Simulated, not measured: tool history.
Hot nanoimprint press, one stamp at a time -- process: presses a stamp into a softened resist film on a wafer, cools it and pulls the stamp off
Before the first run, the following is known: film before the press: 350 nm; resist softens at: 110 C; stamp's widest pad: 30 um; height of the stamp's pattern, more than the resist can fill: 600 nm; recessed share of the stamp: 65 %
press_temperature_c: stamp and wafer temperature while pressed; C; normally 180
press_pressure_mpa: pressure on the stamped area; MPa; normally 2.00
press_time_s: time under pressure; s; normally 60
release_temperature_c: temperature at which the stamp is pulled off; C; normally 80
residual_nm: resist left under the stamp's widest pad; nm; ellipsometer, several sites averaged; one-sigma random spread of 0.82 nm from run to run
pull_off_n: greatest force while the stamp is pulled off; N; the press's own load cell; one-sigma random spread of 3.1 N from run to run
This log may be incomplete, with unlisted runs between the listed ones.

run 1 day=0.000 | press_temperature_c=180 press_pressure_mpa=2.00 press_time_s=60 release_temperature_c=80 | residual_nm=160.2 pull_off_n=173
run 2 day=0.846 | press_temperature_c=180 press_pressure_mpa=2.00 press_time_s=60 release_temperature_c=80 | residual_nm=162.9 pull_off_n=186
run 3 day=1.767 | press_temperature_c=180 press_pressure_mpa=2.00 press_time_s=60 release_temperature_c=80 | residual_nm=163.5 pull_off_n=201
run 4 day=2.650 | press_temperature_c=180 press_pressure_mpa=2.00 press_time_s=60 release_temperature_c=80 | residual_nm=164.2 pull_off_n=201
run 5 day=3.938 | press_temperature_c=180 press_pressure_mpa=2.00 press_time_s=58 release_temperature_c=80 | residual_nm=165.6 pull_off_n=206
-- day=4.467 stamp cleaned and given a new release coat
run 6 day=5.038 | press_temperature_c=180 press_pressure_mpa=2.00 press_time_s=58 release_temperature_c=80 | residual_nm=165.8 pull_off_n=157
run 7 day=5.704 | press_temperature_c=180 press_pressure_mpa=2.00 press_time_s=58 release_temperature_c=80 | residual_nm=165.9 pull_off_n=159
run 8 day=6.604 | press_temperature_c=180 press_pressure_mpa=2.00 press_time_s=55 release_temperature_c=80 | residual_nm=168.6 pull_off_n=176
-- day=7.129 plate thermocouple calibrated
run 9 day=7.592 | press_temperature_c=170 press_pressure_mpa=2.00 press_time_s=60 release_temperature_c=80 | residual_nm=246.7 pull_off_n=170
run 10 day=8.838 | press_temperature_c=180 press_pressure_mpa=2.00 press_time_s=51 release_temperature_c=80 | residual_nm=164.4 pull_off_n=175
run 11 day=9.983 | press_temperature_c=180 press_pressure_mpa=2.22 press_time_s=51 release_temperature_c=80 | residual_nm=159.5 pull_off_n=189
run 12 day=11.142 | press_temperature_c=181 press_pressure_mpa=2.22 press_time_s=51 release_temperature_c=82 | residual_nm=151.7 pull_off_n=183
run 13 day=12.038 | press_temperature_c=176 press_pressure_mpa=2.00 press_time_s=60 release_temperature_c=85 | residual_nm=191.7 pull_off_n=167
-- day=12.875 stamp cleaned and given a new release coat
run 14 day=12.904 | press_temperature_c=169 press_pressure_mpa=1.41 press_time_s=75 release_temperature_c=75 | residual_nm=266.0 pull_off_n=167
run 15 day=13.888 | press_temperature_c=169 press_pressure_mpa=1.41 press_time_s=75 release_temperature_c=75 | residual_nm=267.8 pull_off_n=182
run 16 day=14.896 | press_temperature_c=169 press_pressure_mpa=1.41 press_time_s=75 release_temperature_c=75 | residual_nm=266.4 pull_off_n=186
run 17 day=16.117 | press_temperature_c=180 press_pressure_mpa=2.00 press_time_s=60 release_temperature_c=66 | residual_nm=159.3 pull_off_n=232
run 18 day=17.004 | press_temperature_c=180 press_pressure_mpa=2.00 press_time_s=60 release_temperature_c=66 | residual_nm=158.6 pull_off_n=246
run 19 day=18.096 | press_temperature_c=180 press_pressure_mpa=2.00 press_time_s=60 release_temperature_c=66 | residual_nm=159.9 pull_off_n=257
run 20 day=19.046 | press_temperature_c=180 press_pressure_mpa=2.00 press_time_s=60 release_temperature_c=66 | residual_nm=160.4 pull_off_n=278

The same runs without the tool's hidden state, with the same run-to-run variation:
Hidden state present: true temperature over the reading, C; pressure that arrives at the usual setting, %; grip of the stamp's worn release coat, % over a new coat's; drift of the gauge itself on residual_nm, %; drift of the gauge itself on pull_off_n, %.
run=1 residual_nm=151.1 pull_off_n=142
run=2 residual_nm=153.2 pull_off_n=147
run=3 residual_nm=153.3 pull_off_n=153
run=4 residual_nm=153.6 pull_off_n=147
run=5 residual_nm=154.3 pull_off_n=144
run=6 residual_nm=154.1 pull_off_n=148
run=7 residual_nm=153.8 pull_off_n=145
run=8 residual_nm=156.1 pull_off_n=153
run=9 residual_nm=244.4 pull_off_n=148
run=10 residual_nm=161.7 pull_off_n=144
run=11 residual_nm=156.1 pull_off_n=149
run=12 residual_nm=147.9 pull_off_n=137
run=13 residual_nm=187.0 pull_off_n=120
run=14 residual_nm=261.7 pull_off_n=165
run=15 residual_nm=263.0 pull_off_n=171
run=16 residual_nm=261.1 pull_off_n=167
run=17 residual_nm=153.4 pull_off_n=199
run=18 residual_nm=152.2 pull_off_n=203
run=19 residual_nm=153.0 pull_off_n=203
run=20 residual_nm=153.0 pull_off_n=211

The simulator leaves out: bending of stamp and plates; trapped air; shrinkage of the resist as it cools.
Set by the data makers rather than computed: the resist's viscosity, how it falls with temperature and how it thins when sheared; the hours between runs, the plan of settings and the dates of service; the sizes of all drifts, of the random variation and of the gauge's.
